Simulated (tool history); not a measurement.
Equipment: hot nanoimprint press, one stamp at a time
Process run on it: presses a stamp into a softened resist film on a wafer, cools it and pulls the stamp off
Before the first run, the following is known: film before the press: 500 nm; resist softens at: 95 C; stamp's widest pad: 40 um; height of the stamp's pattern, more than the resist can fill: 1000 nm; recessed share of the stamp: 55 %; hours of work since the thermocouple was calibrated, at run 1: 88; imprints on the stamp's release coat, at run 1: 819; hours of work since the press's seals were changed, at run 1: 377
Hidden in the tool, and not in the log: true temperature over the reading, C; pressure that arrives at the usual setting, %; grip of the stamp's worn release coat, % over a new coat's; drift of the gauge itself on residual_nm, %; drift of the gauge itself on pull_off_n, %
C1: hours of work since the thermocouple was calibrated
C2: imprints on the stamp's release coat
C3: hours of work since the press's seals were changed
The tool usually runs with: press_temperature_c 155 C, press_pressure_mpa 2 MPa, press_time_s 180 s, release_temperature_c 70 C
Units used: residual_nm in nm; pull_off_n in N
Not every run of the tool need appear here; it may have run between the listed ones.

Run 1, hour 0: usual settings; C1 88; C2 819; C3 377. Result: residual_nm 196.9 nm, pull_off_n 217 N.
Run 2, hour 36.3: usual settings; C1 113; C2 922; C3 402. Result: residual_nm 196.7 nm, pull_off_n 206 N.
Run 3, hour 60.8: usual settings but press_temperature_c 148 C; C1 130; C2 992; C3 419. Result: residual_nm 280.5 nm, pull_off_n 233 N.
Run 4, hour 78.1: usual settings but press_temperature_c 148 C; C1 142; C2 1041; C3 431. Result: residual_nm 284.1 nm, pull_off_n 219 N.
Run 5, hour 114.9: usual settings but press_temperature_c 148 C; C1 168; C2 1145; C3 457. Result: residual_nm 279.5 nm, pull_off_n 222 N.
Run 6, hour 154.3: usual settings but press_temperature_c 148 C; C1 195; C2 1257; C3 484. Result: residual_nm 279.8 nm, pull_off_n 227 N.
Run 7, hour 187.9: usual settings but press_temperature_c 148 C, press_time_s 179 s; C1 218; C2 1353; C3 508. Result: residual_nm 278 nm, pull_off_n 224 N.
At hour 193.3: plate thermocouple calibrated.
Run 8, hour 224.8: usual settings; C1 22; C2 1449; C3 531. Result: residual_nm 189.5 nm, pull_off_n 225 N.
Run 9, hour 245.8: usual settings; C1 36; C2 1509; C3 546. Result: residual_nm 190.3 nm, pull_off_n 223 N.
Run 10, hour 262: usual settings but press_temperature_c 156 C, release_temperature_c 58 C; C1 48; C2 1555; C3 557. Result: residual_nm 180.8 nm, pull_off_n 242 N.
At hour 271.3: stamp cleaned and given a new release coat.
At hour 297.8: plate thermocouple calibrated, once more.
Run 11, hour 305.9: usual settings but press_temperature_c 160 C, press_time_s 308 s, release_temperature_c 77 C; C1 6; C2 90; C3 581. Result: residual_nm 122.6 nm, pull_off_n 194 N.
Run 12, hour 331: usual settings but press_temperature_c 160 C, press_time_s 308 s, release_temperature_c 77 C; C1 23; C2 161; C3 599. Result: residual_nm 124.7 nm, pull_off_n 194 N.
Run 13, hour 350.4: usual settings but press_temperature_c 159 C, press_pressure_mpa 3.08 MPa, press_time_s 112 s, release_temperature_c 58 C; C1 37; C2 216; C3 612. Result: residual_nm 169.3 nm, pull_off_n 219 N.
Run 14, hour 380.5: usual settings but press_temperature_c 145 C, press_pressure_mpa 3.08 MPa, press_time_s 159 s, release_temperature_c 59 C; C1 57; C2 302; C3 633. Result: residual_nm 300.3 nm, pull_off_n 216 N.
Run 15, hour 411.8: usual settings but press_temperature_c 145 C, press_pressure_mpa 3.08 MPa, press_time_s 159 s, release_temperature_c 59 C; C1 79; C2 391; C3 655. Result: residual_nm 298.3 nm, pull_off_n 224 N.
Run 16, hour 451: usual settings but press_temperature_c 147 C, press_pressure_mpa 2.58 MPa, press_time_s 316 s, release_temperature_c 56 C; C1 106; C2 502; C3 682. Result: residual_nm 222.9 nm, pull_off_n 225 N.
Run 17, hour 489.1: usual settings but press_temperature_c 147 C, press_pressure_mpa 2.58 MPa, press_time_s 316 s, release_temperature_c 56 C; C1 133; C2 610; C3 709. Result: residual_nm 225.9 nm, pull_off_n 235 N.

Each row is a separate what-if for the run after 17, all from the same tool condition, not one after another. Results?
Run A, hour 526: usual settings but press_temperature_c 151 C; C1 159; C2 715; C3 734. Result: residual_nm ?, pull_off_n ?.
Run B, hour 526: usual settings but press_temperature_c 149 C, press_time_s 335 s, release_temperature_c 66 C; C1 159; C2 715; C3 734. Result: residual_nm ?, pull_off_n ?.
Run C, hour 526: usual settings but press_pressure_mpa 1.33 MPa, press_time_s 98 s, release_temperature_c 59 C; C1 159; C2 715; C3 734. Result: residual_nm ?, pull_off_n ?.
Run D, hour 526: usual settings but press_pressure_mpa 2.82 MPa; C1 159; C2 715; C3 734. Result: residual_nm ?, pull_off_n ?.
Run E, hour 526: usual settings but press_temperature_c 153 C, press_pressure_mpa 1.71 MPa, release_temperature_c 75 C; C1 159; C2 715; C3 734. Result: residual_nm ?, pull_off_n ?.

run  residual_nm  pull_off_n
  A        247.3         218
  B        214.5         218
  C        293.7         221
  D        172.5         213
  E        236.1         207
With no hidden state in the tool, these same runs would have given:
run  residual_nm  pull_off_n
  A        247.1         205
  B        214.4         204
  C        294.7         208
  D        170.5         199
  E        236.4         194
